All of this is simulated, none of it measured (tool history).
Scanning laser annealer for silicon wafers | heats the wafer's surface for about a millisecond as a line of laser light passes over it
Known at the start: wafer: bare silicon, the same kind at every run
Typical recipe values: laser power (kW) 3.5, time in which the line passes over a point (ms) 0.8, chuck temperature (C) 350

run   hour  laser power (kW)  time in which the line passes over a point (ms)  chuck temperature (C)  highest temperature of the surface (C)
  1      0               3.5                                              0.8                    350                                    1088
  2    5.1               3.5                                             0.73                    350                                    1048
  3    9.8               3.5                                              0.8                    350                                    1086
  4   14.3               3.5                                              0.8                    370                                    1106
  5   20.1             3.472                                              0.8                    350                                    1079
  6   30.1             3.472                                              0.8                    350                                    1079
  7   39.7             3.472                                              0.8                    350                                    1077
  8   46.2             3.472                                              0.8                    350                                    1078
  9   55.4               3.5                                              0.8                    350                                    1082
 10   65.9               3.5                                            0.852                    350                                    1109
 11   72.7               3.5                                            0.852                    350                                    1113
 12   81.1               3.5                                            0.852                    350                                    1109
 13   91.3               3.5                                            0.852                    350                                    1110
 14   97.1               3.5                                            0.852                    350                                    1106
 15  106.9               3.5                                            0.639                    322                                     968
 16  112.8              3.67                                            0.625                    322                                    1001
 17    122              3.67                                            0.625                    322                                     999
 18  131.4               3.5                                              0.8                    371                                    1103
 19    139             3.537                                             0.79                    377                                    1111
 20  145.6             3.605                                            0.707                    350                                    1057
 21  153.8             3.454                                            0.904                    345                                    1112
 22  164.2             3.454                                            0.904                    345                                    1114
 23  169.5               3.5                                            0.595                    366                                     983
 24  177.1               3.5                                            0.595                    366                                     986
 25  183.6             3.434                                            0.936                    346                                    1124
 26  190.7             3.065                                            0.609                    350                                     880
 27  197.1             3.838                                            0.562                    368                                    1037

Below are 5 alternative next runs, each starting from the tool's condition after run 27. Predict each:
  A  203.5             3.738                                            0.575                    319                                       ?
  B  203.5             3.604                                            0.751                    358                                       ?
  C  203.5             3.035                                              0.8                    350                                       ?
  D  203.5             3.838                                            0.777                    368                                       ?
  E  203.5             3.838                                            0.917                    368                                       ?

run  highest temperature of the surface (C)
  A                                     975
  B                                    1088
  C                                     959
  D                                    1170
  E                                    1245
Take away the tool's hidden state, keep each run's random variation, and the runs would have read:
run  highest temperature of the surface (C)
  A                                     999
  B                                    1113
  C                                     981
  D                                    1199
  E                                    1277

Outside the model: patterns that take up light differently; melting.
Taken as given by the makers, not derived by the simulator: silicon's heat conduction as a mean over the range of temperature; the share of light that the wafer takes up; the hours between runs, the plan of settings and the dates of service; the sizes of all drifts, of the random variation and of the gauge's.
